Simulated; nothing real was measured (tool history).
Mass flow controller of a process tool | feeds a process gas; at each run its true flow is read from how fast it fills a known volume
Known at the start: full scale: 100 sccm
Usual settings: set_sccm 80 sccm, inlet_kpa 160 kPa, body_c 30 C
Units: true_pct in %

{"run": 1, "hour": 0.0, "set_sccm": 80, "inlet_kpa": 160, "body_c": 30, "true_pct": 99.41}
{"run": 2, "hour": 65.9, "set_sccm": 80, "inlet_kpa": 160, "body_c": 30, "true_pct": 99.3}
{"run": 3, "hour": 164.8, "set_sccm": 80, "inlet_kpa": 154, "body_c": 30, "true_pct": 99.43}
{"run": 4, "hour": 245.6, "set_sccm": 17, "inlet_kpa": 160, "body_c": 30, "true_pct": 98.56}
{"run": 5, "hour": 329.2, "set_sccm": 28, "inlet_kpa": 160, "body_c": 30, "true_pct": 98.71}
{"run": 6, "hour": 452.3, "set_sccm": 52, "inlet_kpa": 160, "body_c": 30, "true_pct": 98.95}
{"run": 7, "hour": 588.8, "set_sccm": 80, "inlet_kpa": 160, "body_c": 26, "true_pct": 99.63}
{"run": 8, "hour": 716.4, "set_sccm": 80, "inlet_kpa": 160, "body_c": 30, "true_pct": 99.38}
{"run": 9, "hour": 817.8, "set_sccm": 80, "inlet_kpa": 160, "body_c": 24, "true_pct": 99.9}
{"run": 10, "hour": 919.9, "set_sccm": 80, "inlet_kpa": 160, "body_c": 24, "true_pct": 100.11}
{"run": 11, "hour": 1008.7, "set_sccm": 80, "inlet_kpa": 160, "body_c": 40, "true_pct": 98.48}
{"run": 12, "hour": 1128.0, "set_sccm": 80, "inlet_kpa": 160, "body_c": 40, "true_pct": 98.6}
{"run": 13, "hour": 1191.6, "set_sccm": 80, "inlet_kpa": 160, "body_c": 30, "true_pct": 99.35}
{"run": 14, "hour": 1275.2, "set_sccm": 80, "inlet_kpa": 160, "body_c": 30, "true_pct": 99.35}
{"run": 15, "hour": 1378.3, "set_sccm": 80, "inlet_kpa": 160, "body_c": 30, "true_pct": 99.43}
{"run": 16, "hour": 1479.3, "set_sccm": 80, "inlet_kpa": 160, "body_c": 30, "true_pct": 99.4}
{"run": 17, "hour": 1551.3, "set_sccm": 80, "inlet_kpa": 160, "body_c": 30, "true_pct": 99.51}
{"run": 18, "hour": 1674.8, "set_sccm": 54, "inlet_kpa": 160, "body_c": 30, "true_pct": 99.21}
{"run": 19, "hour": 1795.3, "set_sccm": 54, "inlet_kpa": 160, "body_c": 30, "true_pct": 99.28}
{"run": 20, "hour": 1925.7, "set_sccm": 54, "inlet_kpa": 160, "body_c": 30, "true_pct": 99.22}
{"run": 21, "hour": 1999.3, "set_sccm": 75, "inlet_kpa": 142, "body_c": 33, "true_pct": 99.26}
{"run": 22, "hour": 2112.1, "set_sccm": 75, "inlet_kpa": 142, "body_c": 33, "true_pct": 99.25}
{"run": 23, "hour": 2215.4, "set_sccm": 68, "inlet_kpa": 142, "body_c": 28, "true_pct": 99.4}
{"run": 24, "hour": 2333.3, "set_sccm": 68, "inlet_kpa": 142, "body_c": 28, "true_pct": 99.75}
{"run": 25, "hour": 2411.7, "set_sccm": 14, "inlet_kpa": 205, "body_c": 24, "true_pct": 101.8}
{"run": 26, "hour": 2509.7, "set_sccm": 17, "inlet_kpa": 198, "body_c": 26, "true_pct": 101.2}
{"run": 27, "hour": 2646.2, "set_sccm": 33, "inlet_kpa": 190, "body_c": 28, "true_pct": 99.71}
{"run": 28, "hour": 2725.1, "set_sccm": 33, "inlet_kpa": 190, "body_c": 28, "true_pct": 99.87}
{"run": 29, "hour": 2782.3, "set_sccm": 75, "inlet_kpa": 205, "body_c": 25, "true_pct": 99.86}
{"run": 30, "hour": 2851.3, "set_sccm": 31, "inlet_kpa": 154, "body_c": 37, "true_pct": 99.38}
{"run": 31, "hour": 2935.2, "set_sccm": 36, "inlet_kpa": 221, "body_c": 38, "true_pct": 98.81}
{"run": 32, "hour": 3055.9, "set_sccm": 13, "inlet_kpa": 260, "body_c": 30, "true_pct": 102.22}
{"run": 33, "hour": 3175.0, "set_sccm": 11, "inlet_kpa": 195, "body_c": 32, "true_pct": 103.15}
{"run": 34, "hour": 3301.0, "set_sccm": 11, "inlet_kpa": 195, "body_c": 32, "true_pct": 103.57}
{"run": 35, "hour": 3414.2, "set_sccm": 11, "inlet_kpa": 195, "body_c": 32, "true_pct": 103.82}
{"run": 36, "hour": 3535.1, "set_sccm": 26, "inlet_kpa": 154, "body_c": 22, "true_pct": 101.38}
{"run": 37, "hour": 3597.7, "set_sccm": 26, "inlet_kpa": 218, "body_c": 33, "true_pct": 100.21}
{"run": 38, "hour": 3724.0, "set_sccm": 74, "inlet_kpa": 249, "body_c": 23, "true_pct": 99.79}

3 ways to go on from here, each from the tool as it stands after run 38. What would each give?
{"run": "A", "hour": 3790.2, "set_sccm": 11, "inlet_kpa": 197, "body_c": 27, "true_pct": "?"}
{"run": "B", "hour": 3790.2, "set_sccm": 49, "inlet_kpa": 142, "body_c": 31, "true_pct": "?"}
{"run": "C", "hour": 3790.2, "set_sccm": 11, "inlet_kpa": 160, "body_c": 22, "true_pct": "?"}

run=A true_pct=104.94
run=B true_pct=99.59
run=C true_pct=105.53
Without the tool's hidden state the same runs would have given:
run=A true_pct=98.38
run=B true_pct=98.74
run=C true_pct=98.97
